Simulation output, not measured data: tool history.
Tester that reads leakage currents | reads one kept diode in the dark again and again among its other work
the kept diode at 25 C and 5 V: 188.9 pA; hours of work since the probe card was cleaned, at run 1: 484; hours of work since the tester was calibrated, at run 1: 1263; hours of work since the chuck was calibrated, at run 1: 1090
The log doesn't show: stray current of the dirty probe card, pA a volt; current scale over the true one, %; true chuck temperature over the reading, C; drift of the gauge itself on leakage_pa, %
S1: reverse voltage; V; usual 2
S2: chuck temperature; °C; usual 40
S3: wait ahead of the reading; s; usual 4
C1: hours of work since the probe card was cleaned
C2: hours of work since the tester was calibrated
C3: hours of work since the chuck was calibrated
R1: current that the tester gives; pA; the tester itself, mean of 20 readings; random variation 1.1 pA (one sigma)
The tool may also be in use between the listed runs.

run,day,S1,S2,S3,C1,C2,C3,R1
1,0,2,40,4,484,1263,1090,350.18
2,2.179,2,40,4,507,1286,1113,348.53
3,4.408,9.5,40,4,531,1310,1137,864.24
4,8.079,9.5,40,4,570,1349,1176,859.37
5,11.504,9.5,40,4,606,1385,1212,857.62
6,15.871,2,40,7.38,653,1431,1259,348.84
7,18.096,2,40,7.38,677,1455,1283,348.39
8,20.95,2,40,7.38,707,1485,1313,348.56
9,23.371,2,40,4,733,1511,1339,348.97
10,27.767,4.83,40,4,779,1558,1385,578.36
11,32.2,4.83,47,4,827,1605,1433,960.47
12,35.588,4.83,47,4,863,1641,1469,966.58
13,38.654,4.83,47,4,895,1674,1501,965.57
14,41.5,2,40,4,925,1704,1531,346.15
15,43.333,2,40,4,945,1723,1551,345.35
16,46.275,10.89,40,4,976,1755,1582,921.99
17,50.792,2,40,4,1024,1803,1630,344.36
18,53.779,1.47,40,4,1056,1835,1662,288.38
19,57.662,1.47,40,4,1097,1876,1703,286.01
20,60.533,2,40,4,1128,1906,1734,344.06
21,64.429,1.98,22,4,1169,1948,1775,82.25
22,67.088,1.98,22,4,1197,1976,1804,82.76
23,70.988,6.27,22,4,1239,2017,1845,162.33
24,74.821,2,40,4.32,1280,2058,1886,342.8
# day 78.383: tester calibrated
25,78.383,10.92,42,0.46,1317,0,1923,1094.85
26,80.583,3.12,33,1.49,1340,23,1946,266.75
27,84.892,1.7,29,0.51,1386,69,1992,136.97
28,86.962,3.78,29,9.96,1408,91,2014,217.41
29,90.162,3.87,43,7.99,1442,125,2048,641.82
30,94.446,3.87,43,7.99,1487,171,2094,640.45
31,97.558,3.87,33,7.99,1521,204,2127,299.13
32,101.208,3.87,33,0.36,1559,243,2165,302.1
33,105.788,4.17,35,3.66,1608,291,2214,367.52
34,110.321,4.17,35,3.66,1656,340,2262,366.13
35,114.471,4.17,35,3.66,1700,384,2306,364.24
# day 114.925: chuck's temperature calibrated
36,118.208,4.17,35,3.66,1739,423,35,379
37,120.208,7.81,31,6.78,1761,444,56,401.88
38,123.392,2.7,26,4.85,1794,478,90,145.5
39,125.742,2.7,33,2.72,1819,503,115,251.41
40,128.8,15.58,32,2.31,1852,535,148,653.13

Some steps in R1 between neighbouring runs. How much of each would the tool show without its hidden state too (settings, what came in, random variation), and how much is left for the hidden state, with any gauge scatter that isn't in both results?
Run 13 -> 14: S1 4.83 -> 2, S2 47 -> 40. R1 -619.42 pA: hidden state +26.72, all else -646.14.
Run 15 -> 16: S1 2 -> 10.89. R1 +576.64 pA: hidden state -24.97, all else +601.61.
Run 16 -> 17: S1 10.89 -> 2. R1 -577.63 pA: hidden state +24.27, all else -601.9.
Run 24 -> 25: S1 2 -> 10.92, S2 40 -> 42, S3 4.32 -> 0.46, tester calibrated. R1 +752.05 pA: hidden state -9.04, all else +761.09.
Run 25 -> 26: S1 10.92 -> 3.12, S2 42 -> 33, S3 0.46 -> 1.49. R1 -828.1 pA: hidden state +20.86, all else -848.96.
